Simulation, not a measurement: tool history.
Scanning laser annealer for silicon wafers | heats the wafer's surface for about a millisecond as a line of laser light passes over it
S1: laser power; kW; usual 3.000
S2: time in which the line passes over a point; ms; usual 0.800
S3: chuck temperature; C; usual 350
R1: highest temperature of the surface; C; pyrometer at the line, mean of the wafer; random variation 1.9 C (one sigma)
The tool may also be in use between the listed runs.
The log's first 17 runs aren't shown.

run 18 day=5.246 | S1=3.000 S2=0.800 S3=373 | R1=1115
run 19 day=5.471 | S1=3.000 S2=0.800 S3=373 | R1=1111
run 20 day=5.875 | S1=3.000 S2=0.800 S3=380 | R1=1115
-- day=6.104 optics aligned, line set to its width
run 21 day=6.308 | S1=2.586 S2=0.800 S3=380 | R1=985
run 22 day=6.592 | S1=3.000 S2=0.626 S3=329 | R1=975
run 23 day=6.971 | S1=3.000 S2=0.626 S3=329 | R1=976
run 24 day=7.233 | S1=3.000 S2=0.626 S3=329 | R1=975
-- day=7.596 optics aligned, line set to its width, once more
run 25 day=7.729 | S1=3.000 S2=0.626 S3=329 | R1=995
run 26 day=8.033 | S1=3.000 S2=0.626 S3=371 | R1=1037
run 27 day=8.300 | S1=3.037 S2=0.800 S3=314 | R1=1076
run 28 day=8.571 | S1=3.050 S2=0.800 S3=353 | R1=1120
run 29 day=8.808 | S1=3.050 S2=0.800 S3=353 | R1=1119
run 30 day=9.162 | S1=3.078 S2=0.800 S3=353 | R1=1129
run 31 day=9.496 | S1=3.078 S2=0.967 S3=357 | R1=1206
run 32 day=9.762 | S1=3.000 S2=0.936 S3=350 | R1=1158
run 33 day=10.067 | S1=2.606 S2=0.800 S3=338 | R1=961
run 34 day=10.329 | S1=3.289 S2=0.732 S3=350 | R1=1158
run 35 day=10.571 | S1=3.289 S2=0.732 S3=350 | R1=1156
run 36 day=10.979 | S1=3.289 S2=0.732 S3=350 | R1=1154
run 37 day=11.167 | S1=3.289 S2=0.732 S3=350 | R1=1157
run 38 day=11.496 | S1=2.829 S2=0.661 S3=369 | R1=1004
run 39 day=11.721 | S1=2.877 S2=0.800 S3=347 | R1=1053
run 40 day=12.033 | S1=2.768 S2=0.579 S3=357 | R1=932
run 41 day=12.262 | S1=3.000 S2=0.970 S3=389 | R1=1205

Forecast each of these 4 alternatives for the next run:
run A day=12.542 | S1=2.802 S2=0.967 S3=363 | R1=?
run B day=12.542 | S1=3.029 S2=0.800 S3=350 | R1=?
run C day=12.542 | S1=2.913 S2=0.970 S3=389 | R1=?
run D day=12.542 | S1=3.250 S2=0.664 S3=355 | R1=?

run=A R1=1113
run=B R1=1103
run=C R1=1176
run=D R1=1107
Without the tool's hidden state the same runs would have given:
run=A R1=1139
run=B R1=1129
run=C R1=1204
run=D R1=1133
